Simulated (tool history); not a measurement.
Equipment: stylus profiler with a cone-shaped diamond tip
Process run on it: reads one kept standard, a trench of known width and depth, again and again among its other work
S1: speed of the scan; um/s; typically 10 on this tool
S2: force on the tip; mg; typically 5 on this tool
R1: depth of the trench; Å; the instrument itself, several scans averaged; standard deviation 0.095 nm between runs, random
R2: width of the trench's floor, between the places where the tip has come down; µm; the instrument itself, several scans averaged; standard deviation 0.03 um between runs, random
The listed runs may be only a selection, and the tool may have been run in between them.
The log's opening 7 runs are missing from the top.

run,hour,S1,S2,R1,R2
8,508.8,10,5,2022.4,47.87
9,589.8,10,10.62,2034.3,47.86
10,665.7,5,10.62,2036.5,47.9
11,735.7,10,10.62,2037,47.86
12,790.3,10,10.62,2036.9,47.84
13,857.2,10,5,2022.4,47.82
14,927.6,10,5,2024.5,47.82
15,984.4,10,5,2024.6,47.82
16,1074.4,4,5,2024.8,47.74
17,1161.1,8,7.08,2030.4,47.79
18,1253.2,10,11.73,2041.1,47.8
19,1306.9,10,11.73,2042.1,47.79
20,1359.4,6,3.87,2022.8,47.79
21,1455.9,6,3.87,2023.7,47.78
22,1497.4,6,3.87,2023.6,47.74
23,1550.2,9,3.39,2020.9,47.72
24,1590,9,3.39,2021.6,47.7
25,1676.5,22,14.01,2047.5,47.76
26,1735.1,22,14.01,2046.9,47.73
27,1776.1,23,5,2026,47.7
28,1828.3,10,2.39,2020.1,47.69
29,1915.9,10,3.37,2023.1,47.7
30,1986.7,5,3.37,2023.1,47.71
31,2060,4,5.7,2029.8,47.7
# hour 2080.1: height scale calibrated on a step standard
32,2148.9,11,4.65,2018.4,47.7

Alternative continuations, all from the tool just after run 32; predict every row:
A,2235.1,3,2.86,?,?
B,2235.1,8,13.24,?,?
C,2235.1,5,11.14,?,?
D,2235.1,22,4.65,?,?
E,2235.1,5,5,?,?

run,R1,R2
A,2014.5,47.71
B,2038.5,47.69
C,2033.8,47.77
D,2018.3,47.67
E,2018.3,47.7
Without the tool's hidden state the same runs would have given:
run,R1,R2
A,2015.2,48.05
B,2039.1,48.02
C,2034.5,48.11
D,2019,48.01
E,2019,48.04

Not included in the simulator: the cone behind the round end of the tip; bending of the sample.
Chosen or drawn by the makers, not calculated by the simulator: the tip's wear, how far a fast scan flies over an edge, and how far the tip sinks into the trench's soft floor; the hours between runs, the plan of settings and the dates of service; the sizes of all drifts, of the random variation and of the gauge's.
